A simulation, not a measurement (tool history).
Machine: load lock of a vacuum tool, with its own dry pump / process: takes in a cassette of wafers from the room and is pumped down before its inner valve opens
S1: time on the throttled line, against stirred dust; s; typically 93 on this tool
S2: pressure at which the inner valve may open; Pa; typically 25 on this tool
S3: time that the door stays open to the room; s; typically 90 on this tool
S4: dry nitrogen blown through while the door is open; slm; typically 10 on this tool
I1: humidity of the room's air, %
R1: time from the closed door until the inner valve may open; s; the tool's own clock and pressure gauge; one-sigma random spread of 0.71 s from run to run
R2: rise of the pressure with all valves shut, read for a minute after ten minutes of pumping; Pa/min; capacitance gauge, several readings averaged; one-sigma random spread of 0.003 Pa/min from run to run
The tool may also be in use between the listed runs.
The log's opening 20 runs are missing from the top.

{"run": 21, "day": 55.067, "S1": 77, "S2": 41, "S3": 166, "S4": 7, "I1": 46.5, "R1": 186.0, "R2": 0.181}
{"run": 22, "day": 58.217, "S1": 56, "S2": 24, "S3": 44, "S4": 16, "I1": 46.2, "R1": 179.0, "R2": 0.156}
{"run": 23, "day": 60.029, "S1": 93, "S2": 23, "S3": 33, "S4": 10, "I1": 44.7, "R1": 206.5, "R2": 0.156}
{"run": 24, "day": 63.671, "S1": 93, "S2": 25, "S3": 34, "S4": 9, "I1": 46.2, "R1": 205.1, "R2": 0.167}
{"run": 25, "day": 66.65, "S1": 93, "S2": 25, "S3": 46, "S4": 9, "I1": 43.8, "R1": 206.7, "R2": 0.173}
{"run": 26, "day": 70.262, "S1": 93, "S2": 25, "S3": 122, "S4": 10, "I1": 46.1, "R1": 204.4, "R2": 0.192}
{"run": 27, "day": 72.625, "S1": 182, "S2": 25, "S3": 122, "S4": 10, "I1": 48.9, "R1": 274.2, "R2": 0.196}
{"run": 28, "day": 75.354, "S1": 47, "S2": 30, "S3": 56, "S4": 23, "I1": 40.4, "R1": 169.2, "R2": 0.168}
{"run": 29, "day": 77.617, "S1": 132, "S2": 25, "S3": 90, "S4": 10, "I1": 42.9, "R1": 235.1, "R2": 0.188}
{"run": 30, "day": 79.542, "S1": 132, "S2": 24, "S3": 90, "S4": 6, "I1": 42.2, "R1": 235.5, "R2": 0.199}
{"run": 31, "day": 82.983, "S1": 93, "S2": 26, "S3": 90, "S4": 10, "I1": 47.1, "R1": 205.6, "R2": 0.196}
{"run": 32, "day": 85.0, "S1": 71, "S2": 25, "S3": 90, "S4": 9, "I1": 43.9, "R1": 189.7, "R2": 0.195}
{"run": 33, "day": 87.729, "S1": 93, "S2": 25, "S3": 69, "S4": 10, "I1": 44.2, "R1": 205.8, "R2": 0.19}
{"run": 34, "day": 89.475, "S1": 73, "S2": 25, "S3": 55, "S4": 10, "I1": 45.1, "R1": 190.5, "R2": 0.192}
{"run": 35, "day": 93.258, "S1": 54, "S2": 47, "S3": 90, "S4": 7, "I1": 41.5, "R1": 168.1, "R2": 0.206}
{"run": 36, "day": 95.117, "S1": 47, "S2": 47, "S3": 27, "S4": 13, "I1": 42.1, "R1": 162.2, "R2": 0.191}
{"run": 37, "day": 97.688, "S1": 173, "S2": 25, "S3": 43, "S4": 9, "I1": 45.6, "R1": 266.8, "R2": 0.205}

Forecast each of these 4 alternatives for the next run:
{"run": "A", "day": 101.342, "S1": 93, "S2": 25, "S3": 90, "S4": 38, "I1": 43.0, "R1": "?", "R2": "?"}
{"run": "B", "day": 101.342, "S1": 173, "S2": 48, "S3": 43, "S4": 13, "I1": 42.2, "R1": "?", "R2": "?"}
{"run": "C", "day": 101.342, "S1": 108, "S2": 25, "S3": 90, "S4": 12, "I1": 41.8, "R1": "?", "R2": "?"}
{"run": "D", "day": 101.342, "S1": 93, "S2": 18, "S3": 90, "S4": 7, "I1": 46.2, "R1": "?", "R2": "?"}

run=A R1=205.6 R2=0.196
run=B R1=256.0 R2=0.200
run=C R1=217.3 R2=0.210
run=D R1=213.1 R2=0.217
With the hidden condition removed and each run's random variation left untouched, the same runs would have given:
run=A R1=198.6 R2=0.019
run=B R1=250.9 R2=0.019
run=C R1=210.3 R2=0.031
run=D R1=205.8 R2=0.040
